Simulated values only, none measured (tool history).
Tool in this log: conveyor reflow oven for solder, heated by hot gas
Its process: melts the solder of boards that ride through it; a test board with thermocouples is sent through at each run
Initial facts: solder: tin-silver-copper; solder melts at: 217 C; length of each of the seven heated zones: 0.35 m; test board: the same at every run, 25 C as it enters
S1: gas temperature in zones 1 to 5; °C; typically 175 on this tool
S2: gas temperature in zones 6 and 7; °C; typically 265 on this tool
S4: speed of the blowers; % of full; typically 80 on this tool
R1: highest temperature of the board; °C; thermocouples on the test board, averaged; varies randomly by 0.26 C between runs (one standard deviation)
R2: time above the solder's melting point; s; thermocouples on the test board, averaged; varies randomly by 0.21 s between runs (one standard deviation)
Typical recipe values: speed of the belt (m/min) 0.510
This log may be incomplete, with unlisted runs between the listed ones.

Run 1, hour 0.0: usual settings. Result: R1 250.6 °C, R2 61.2 s.
Run 2, hour 80.3: usual settings but speed of the belt (m/min) 0.607. Result: R1 244.4 °C, R2 45.0 s.
Run 3, hour 119.0: usual settings. Result: R1 249.6 °C, R2 60.7 s.
Run 4, hour 189.2: usual settings but S2 264 °C. Result: R1 248.9 °C, R2 59.6 s.
Run 5, hour 242.0: usual settings but S2 256 °C. Result: R1 241.5 °C, R2 53.5 s.
Run 6, hour 281.4: usual settings but speed of the belt (m/min) 0.505. Result: R1 250.3 °C, R2 61.1 s.
Run 7, hour 337.8: usual settings. Result: R1 248.5 °C, R2 60.3 s.
At hour 410.6: flux residue cleaned out of gas plates and filters.
Run 8, hour 434.7: usual settings. Result: R1 249.8 °C, R2 60.9 s.
Run 9, hour 523.2: usual settings. Result: R1 249.1 °C, R2 60.4 s.
Run 10, hour 560.6: usual settings. Result: R1 249.4 °C, R2 60.5 s.
Run 11, hour 616.4: usual settings but S4 81 % of full. Result: R1 249.1 °C, R2 60.4 s.
Run 12, hour 668.0: usual settings but speed of the belt (m/min) 0.481. Result: R1 250.2 °C, R2 65.9 s.
Run 13, hour 745.2: usual settings. Result: R1 248.3 °C, R2 59.9 s.
Run 14, hour 829.1: usual settings. Result: R1 248.3 °C, R2 59.6 s.
At hour 840.1: flux residue cleaned out of gas plates and filters.
Run 15, hour 889.9: usual settings but S2 264 °C. Result: R1 248.5 °C, R2 60.4 s.
Run 16, hour 936.6: usual settings but S2 264 °C, speed of the belt (m/min) 0.553. Result: R1 245.4 °C, R2 52.5 s.
Run 17, hour 975.0: usual settings but S1 184 °C, speed of the belt (m/min) 0.506, S4 65 % of full. Result: R1 246.9 °C, R2 62.3 s.
Run 18, hour 1050.2: usual settings but S1 184 °C, speed of the belt (m/min) 0.506, S4 65 % of full. Result: R1 246.7 °C, R2 62.1 s.
Run 19, hour 1135.6: usual settings but S1 172 °C, speed of the belt (m/min) 0.575. Result: R1 244.0 °C, R2 47.2 s.
At hour 1161.1: thermocouples of zones 6 and 7 changed.
Run 20, hour 1194.1: usual settings but speed of the belt (m/min) 0.517, S4 69 % of full. Result: R1 247.5 °C, R2 57.2 s.
At hour 1272.0: flux residue cleaned out of gas plates and filters.
Run 21, hour 1290.4: usual settings but speed of the belt (m/min) 0.517, S4 69 % of full. Result: R1 247.8 °C, R2 57.8 s.
Run 22, hour 1373.4: usual settings but speed of the belt (m/min) 0.500, S4 65 % of full. Result: R1 247.7 °C, R2 59.5 s.
Run 23, hour 1433.2: usual settings but speed of the belt (m/min) 0.500, S4 65 % of full. Result: R1 247.4 °C, R2 59.4 s.
Run 24, hour 1509.1: usual settings but S2 264 °C, speed of the belt (m/min) 0.610, S4 65 % of full. Result: R1 239.1 °C, R2 39.2 s.
Run 25, hour 1584.8: usual settings but S1 161 °C, S2 272 °C, speed of the belt (m/min) 0.417, S4 59 % of full. Result: R1 254.6 °C, R2 74.0 s.

For run 26, what comes out?
Run 26, hour 1666.9: usual settings but S1 161 °C, S2 272 °C, speed of the belt (m/min) 0.417, S4 59 % of full. Result: R1 ?, R2 ?.

Run 26 measured R1 254.2 °C, R2 73.6 s.
Had the tool carried no hidden state, the very same run would have given R1 255.5 °C, R2 73.3 s.

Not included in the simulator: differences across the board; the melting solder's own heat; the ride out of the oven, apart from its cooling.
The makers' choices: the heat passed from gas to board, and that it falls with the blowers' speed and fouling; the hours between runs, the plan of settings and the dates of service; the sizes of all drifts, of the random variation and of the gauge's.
